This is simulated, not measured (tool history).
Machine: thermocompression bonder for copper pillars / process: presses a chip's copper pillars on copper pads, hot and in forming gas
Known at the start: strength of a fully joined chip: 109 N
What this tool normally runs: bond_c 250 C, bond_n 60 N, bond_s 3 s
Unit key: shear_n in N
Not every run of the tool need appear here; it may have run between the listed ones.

run     day  bond_c  bond_n  bond_s  shear_n
  1       0     250      60       3     52.6
  2   2.362     250      60       3     54.1
  3    5.05     250      87       3     74.4
  4   7.858     250      87       2     65.1
  5    9.85     250      87       2     64.2
  6  12.058     250      87       2     66.1
     12.358  -- forming gas filter changed
  7  15.208     250      60       2     47.9
  8  17.217     250      60       2     47.5
  9  19.275     250      60       3     53.7
 10  22.288     250      60       3     55.3
 11    24.2     250      60       3     52.4
      26.65  -- force cell calibrated
 12  26.958     250      60       3     49.9
 13   30.15     250      60       3     48.5
 14  32.679     250      60       3     48.6
      33.55  -- heater calibrated with a thermocouple chip
 15  36.146     250      60       3     54.5
 16  38.583     233      66       4     49.8
 17  41.279     247      76       3     62.2
 18  44.225     247      76       3     62.8
 19  45.808     271      38       4     46.3
     46.212  -- forming gas filter changed
 20  47.646     271      38       4       50
 21  49.204     250      41       8     51.1
 22  51.946     250      41       4     38.9
 23  55.275     250      41       4     37.8
 24  57.746     250      41       4     36.7
 25  59.967     248      60       2     43.2
 26  63.446     250      52       3       44
 27  65.279     250      61       7     68.8
 28  67.442     250      61       7     66.2
 29  70.417     264      53       3     54.7
 30   73.55     264      53       3     53.6

Measured minus without-hidden-state, run by run (identical run-to-run variation in each term; gauge scatter may differ):
Hidden conditions of the tool in this case: true temperature of the bond over the reading, C; force that reaches the chip, % of what is set; oxide that the forming gas leaves, % of the face; drift of the gauge itself on shear_n, %.
run  shear_n
  1     -1.9
  2     -2.4
  3     -4.4
  4     -4.5
  5       -5
  6     -5.7
  7       -1
  8     -1.4
  9       -2
 10     -2.7
 11       -3
 12     -6.7
 13     -7.3
 14     -7.8
 15     -3.3
 16     -3.8
 17     -5.2
 18     -6.1
 19     -4.8
 20     -1.4
 21     -1.8
 22     -1.9
 23     -2.4
 24     -2.8
 25     -3.5
 26     -4.2
 27     -6.1
 28     -6.5
 29     -6.2
 30     -6.9
